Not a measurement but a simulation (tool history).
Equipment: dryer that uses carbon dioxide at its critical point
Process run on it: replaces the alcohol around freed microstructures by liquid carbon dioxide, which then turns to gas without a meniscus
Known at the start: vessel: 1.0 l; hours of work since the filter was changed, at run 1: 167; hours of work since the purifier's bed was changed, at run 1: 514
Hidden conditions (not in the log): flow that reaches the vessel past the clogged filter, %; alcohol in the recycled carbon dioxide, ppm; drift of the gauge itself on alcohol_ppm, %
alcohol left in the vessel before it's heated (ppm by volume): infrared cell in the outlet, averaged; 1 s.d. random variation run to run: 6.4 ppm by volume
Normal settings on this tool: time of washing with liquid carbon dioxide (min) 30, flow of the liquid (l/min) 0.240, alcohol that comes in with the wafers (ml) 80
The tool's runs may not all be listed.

run,hour,time of washing with liquid carbon dioxide (min),flow of the liquid (l/min),alcohol that comes in with the wafers (ml),hours of work since the filter was changed,hours of work since the purifier's bed was changed,alcohol left in the vessel before it's heated (ppm by volume)
1,0.0,30,0.240,80,167,514,589
2,19.8,30,0.240,80,180,526,657
3,41.4,30,0.240,80,193,540,689
# hour 54.7: inlet filter changed
4,62.0,30,0.186,80,5,552,1100
5,84.6,30,0.186,80,19,566,1161
6,109.3,30,0.240,80,34,581,353
7,124.9,30,0.240,80,44,591,354
8,143.2,29,0.240,80,55,602,451
9,162.2,29,0.165,80,67,614,2367
10,187.9,30,0.240,80,83,630,416
11,207.3,30,0.240,80,95,642,466
12,233.5,30,0.240,80,111,659,490
13,247.4,30,0.240,80,120,667,488
14,269.4,30,0.240,63,133,681,431
15,285.3,30,0.240,105,143,691,717
16,305.6,30,0.240,105,156,703,779
17,329.2,30,0.240,67,171,718,549
18,344.7,30,0.240,58,180,728,496
19,364.9,30,0.240,58,193,740,529
# hour 380.1: inlet filter changed
20,383.4,30,0.240,55,2,751,228
21,400.5,30,0.240,55,13,762,233
22,424.4,30,0.240,55,28,777,250
23,436.0,30,0.145,80,35,784,3081
24,452.9,30,0.145,80,45,794,3188
25,467.8,30,0.173,37,54,804,814
26,481.0,27,0.339,80,63,812,107
27,495.9,27,0.339,80,72,821,118
28,521.7,30,0.240,24,88,837,161
29,541.7,30,0.240,24,100,849,170
30,556.1,30,0.291,42,109,858,123
31,575.3,36,0.204,80,121,870,486

What will run 32 give?
32,600.3,36,0.204,80,137,886,?

For run 32 the tool returned alcohol left in the vessel before it's heated (ppm by volume) 515.
With the hidden condition absent and the run-to-run variation left alone, this run would have shown alcohol left in the vessel before it's heated (ppm by volume) 239.
